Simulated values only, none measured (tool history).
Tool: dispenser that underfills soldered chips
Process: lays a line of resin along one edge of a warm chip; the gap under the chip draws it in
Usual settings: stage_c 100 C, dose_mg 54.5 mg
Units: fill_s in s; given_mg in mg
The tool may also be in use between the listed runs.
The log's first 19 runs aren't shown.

At day 4.158: new syringe of resin.
Run 20, day 4.212: usual settings but stage_c 89 C, dose_mg 48.4 mg. Result: fill_s 162 s, given_mg 46.02 mg.
Run 21, day 4.496: usual settings but stage_c 88 C, dose_mg 53.9 mg. Result: fill_s 235.4 s, given_mg 51.14 mg.
At day 4.538: new syringe of resin.
Run 22, day 4.804: usual settings but stage_c 102 C. Result: fill_s 127.4 s, given_mg 51.37 mg.
At day 4.921: new syringe of resin.
Run 23, day 5.012: usual settings but stage_c 112 C, dose_mg 51.5 mg. Result: fill_s 75.3 s, given_mg 48.62 mg.
Run 24, day 5.167: usual settings but stage_c 106 C, dose_mg 53.4 mg. Result: fill_s 111.4 s, given_mg 50.28 mg.
At day 5.296: new syringe of resin.
Run 25, day 5.312: usual settings but stage_c 91 C, dose_mg 60.7 mg. Result: fill_s 138.2 s, given_mg 56.74 mg.
Run 26, day 5.533: usual settings but stage_c 93 C. Result: fill_s 170.5 s, given_mg 51.06 mg.
At day 5.675: new syringe of resin.
Run 27, day 5.846: usual settings but stage_c 109 C, dose_mg 57.9 mg. Result: fill_s 93.1 s, given_mg 53.67 mg.
At day 6.008: dispensing valve cleaned and set on the balance.
At day 6.108: new syringe of resin.
Run 28, day 6.196: usual settings but stage_c 101 C, dose_mg 49.1 mg. Result: fill_s 109.8 s, given_mg 49.06 mg.
Run 29, day 6.375: usual settings but stage_c 92 C, dose_mg 55.6 mg. Result: fill_s 183.5 s, given_mg 55.33 mg.
At day 6.488: new syringe of resin.
Run 30, day 6.512: usual settings but stage_c 92 C, dose_mg 55.6 mg. Result: fill_s 135.9 s, given_mg 55.22 mg.
Run 31, day 6.725: usual settings but stage_c 86 C, dose_mg 55.6 mg. Result: fill_s 222.3 s, given_mg 54.9 mg.
At day 6.879: new syringe of resin.
Run 32, day 7.021: usual settings but stage_c 86 C, dose_mg 55.6 mg. Result: fill_s 200.5 s, given_mg 54.76 mg.
At day 7.258: new syringe of resin.
Run 33, day 7.258: usual settings but stage_c 107 C, dose_mg 65.2 mg. Result: fill_s 75.6 s, given_mg 64.24 mg.
Run 34, day 7.467: usual settings but stage_c 107 C, dose_mg 65.2 mg. Result: fill_s 100 s, given_mg 64.04 mg.
At day 7.646: new syringe of resin.
Run 35, day 7.646: usual settings but stage_c 107 C, dose_mg 65.2 mg. Result: fill_s 76.3 s, given_mg 64.22 mg.

Forecast each of these 5 alternatives for the next run:
Run A, day 7.9: usual settings but stage_c 88 C. Result: fill_s ?, given_mg ?.
Run B, day 7.9: usual settings but stage_c 101 C, dose_mg 51.1 mg. Result: fill_s ?, given_mg ?.
Run C, day 7.9: usual settings but stage_c 102 C, dose_mg 65.2 mg. Result: fill_s ?, given_mg ?.
Run D, day 7.9: usual settings but stage_c 115 C, dose_mg 53.8 mg. Result: fill_s ?, given_mg ?.
Run E, day 7.9: usual settings but stage_c 103 C, dose_mg 50.3 mg. Result: fill_s ?, given_mg ?.

run  fill_s  given_mg
  A   210.2     53.37
  B   132.2     49.78
  C   124.9     63.79
  D    82.7     52.66
  E   124.4     49.39
Without the tool's hidden state the same runs would have given:
run  fill_s  given_mg
  A   149.6     54.48
  B    94.1     50.81
  C    89.1     65.11
  D      59     53.75
  E    88.6     50.41
